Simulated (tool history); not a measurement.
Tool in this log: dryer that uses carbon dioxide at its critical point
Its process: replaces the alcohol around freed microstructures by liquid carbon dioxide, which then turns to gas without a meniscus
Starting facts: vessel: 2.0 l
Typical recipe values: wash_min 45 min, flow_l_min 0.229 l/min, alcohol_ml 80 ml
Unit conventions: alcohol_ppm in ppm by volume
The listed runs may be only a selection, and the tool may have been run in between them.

{"run": 1, "hour": 0.0, "wash_min": 45, "flow_l_min": 0.229, "alcohol_ml": 80, "alcohol_ppm": 793}
{"run": 2, "hour": 10.2, "wash_min": 44, "flow_l_min": 0.229, "alcohol_ml": 80, "alcohol_ppm": 869}
{"run": 3, "hour": 22.0, "wash_min": 44, "flow_l_min": 0.229, "alcohol_ml": 80, "alcohol_ppm": 853}
{"run": 4, "hour": 33.1, "wash_min": 45, "flow_l_min": 0.229, "alcohol_ml": 29, "alcohol_ppm": 350}
{"run": 5, "hour": 45.3, "wash_min": 45, "flow_l_min": 0.229, "alcohol_ml": 80, "alcohol_ppm": 810}
{"run": 6, "hour": 52.8, "wash_min": 45, "flow_l_min": 0.229, "alcohol_ml": 80, "alcohol_ppm": 854}
{"run": 7, "hour": 68.9, "wash_min": 45, "flow_l_min": 0.229, "alcohol_ml": 80, "alcohol_ppm": 847}
{"run": 8, "hour": 78.4, "wash_min": 45, "flow_l_min": 0.229, "alcohol_ml": 22, "alcohol_ppm": 318}
{"run": 9, "hour": 90.6, "wash_min": 45, "flow_l_min": 0.229, "alcohol_ml": 22, "alcohol_ppm": 326}
{"run": 10, "hour": 103.8, "wash_min": 45, "flow_l_min": 0.229, "alcohol_ml": 22, "alcohol_ppm": 328}
{"run": 11, "hour": 119.1, "wash_min": 45, "flow_l_min": 0.229, "alcohol_ml": 22, "alcohol_ppm": 331}
{"run": 12, "hour": 134.0, "wash_min": 67, "flow_l_min": 0.382, "alcohol_ml": 27, "alcohol_ppm": 128}
{"hour": 141.1, "done": "inlet filter changed"}
{"run": 13, "hour": 144.3, "wash_min": 65, "flow_l_min": 0.272, "alcohol_ml": 21, "alcohol_ppm": 134}
{"run": 14, "hour": 157.8, "wash_min": 34, "flow_l_min": 0.229, "alcohol_ml": 105, "alcohol_ppm": 2103}
{"run": 15, "hour": 167.5, "wash_min": 62, "flow_l_min": 0.229, "alcohol_ml": 105, "alcohol_ppm": 274}
{"run": 16, "hour": 182.9, "wash_min": 30, "flow_l_min": 0.303, "alcohol_ml": 47, "alcohol_ppm": 632}
{"run": 17, "hour": 197.4, "wash_min": 30, "flow_l_min": 0.279, "alcohol_ml": 54, "alcohol_ppm": 938}
{"run": 18, "hour": 212.4, "wash_min": 53, "flow_l_min": 0.216, "alcohol_ml": 54, "alcohol_ppm": 393}
{"run": 19, "hour": 226.9, "wash_min": 53, "flow_l_min": 0.183, "alcohol_ml": 73, "alcohol_ppm": 868}

3 options for the next run, each taken on its own from the tool as it stands now. Forecast them:
{"run": "A", "hour": 241.7, "wash_min": 53, "flow_l_min": 0.243, "alcohol_ml": 73, "alcohol_ppm": "?"}
{"run": "B", "hour": 241.7, "wash_min": 30, "flow_l_min": 0.229, "alcohol_ml": 80, "alcohol_ppm": "?"}
{"run": "C", "hour": 241.7, "wash_min": 45, "flow_l_min": 0.229, "alcohol_ml": 22, "alcohol_ppm": "?"}

run=A alcohol_ppm=335
run=B alcohol_ppm=2472
run=C alcohol_ppm=311
The same runs, with their run-to-run variation unchanged, on a tool lacking any hidden condition would have given:
run=A alcohol_ppm=170
run=B alcohol_ppm=2239
run=C alcohol_ppm=147
